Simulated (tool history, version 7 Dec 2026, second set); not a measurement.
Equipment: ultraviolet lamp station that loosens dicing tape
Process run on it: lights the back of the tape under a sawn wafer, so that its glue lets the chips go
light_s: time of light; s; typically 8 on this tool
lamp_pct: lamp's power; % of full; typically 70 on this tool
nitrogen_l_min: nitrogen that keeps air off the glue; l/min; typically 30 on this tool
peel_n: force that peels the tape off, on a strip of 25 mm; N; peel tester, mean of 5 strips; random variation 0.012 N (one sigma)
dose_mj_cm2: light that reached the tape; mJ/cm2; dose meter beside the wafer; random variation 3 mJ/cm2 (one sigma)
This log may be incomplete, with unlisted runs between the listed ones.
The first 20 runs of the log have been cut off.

| run | hour | light_s | lamp_pct | nitrogen_l_min | peel_n | dose_mj_cm2 |
|---|---|---|---|---|---|---|
| 21 | 889.4 | 7 | 86 | 21 | 1.384 | 341 |
| 22 | 946.6 | 11 | 86 | 21 | 0.592 | 518 |
| 23 | 971.8 | 11 | 86 | 21 | 0.588 | 518 |
| 24 | 1024.5 | 11 | 86 | 21 | 0.631 | 511 |
| 25 | 1069.3 | 8 | 61 | 38 | 1.509 | 258 |
| 26 | 1124.5 | 8 | 61 | 23 | 2.032 | 254 |
|  | 1177.7 | window cleaned of glue's vapour |
| 27 | 1182.4 | 4 | 61 | 11 | 4.446 | 137 |
| 28 | 1222.5 | 4 | 61 | 11 | 4.407 | 138 |
| 29 | 1259.1 | 4 | 61 | 11 | 4.575 | 132 |
| 30 | 1299.4 | 7 | 87 | 30 | 1.165 | 323 |
| 31 | 1336.2 | 13 | 66 | 28 | 0.619 | 457 |

Consider 5 possible next runs. They are alternatives, not a sequence: every one starts from the tool as it was left by run 31. What does each give?
| A | 1364.6 | 10 | 91 | 43 | ? | ? |
| B | 1364.6 | 14 | 90 | 30 | ? | ? |
| C | 1364.6 | 13 | 66 | 24 | ? | ? |
| D | 1364.6 | 13 | 81 | 30 | ? | ? |
| E | 1364.6 | 10 | 85 | 15 | ? | ? |

| run | peel_n | dose_mj_cm2 |
|---|---|---|
| A | 0.398 | 471 |
| B | 0.229 | 658 |
| C | 0.713 | 453 |
| D | 0.362 | 548 |
| E | 1.107 | 444 |
Stripped of hidden state, with their random variation kept, the same runs would have yielded:
| run | peel_n | dose_mj_cm2 |
|---|---|---|
| A | 0.139 | 741 |
| B | 0.099 | 1034 |
| C | 0.228 | 711 |
| D | 0.122 | 862 |
| E | 0.408 | 698 |

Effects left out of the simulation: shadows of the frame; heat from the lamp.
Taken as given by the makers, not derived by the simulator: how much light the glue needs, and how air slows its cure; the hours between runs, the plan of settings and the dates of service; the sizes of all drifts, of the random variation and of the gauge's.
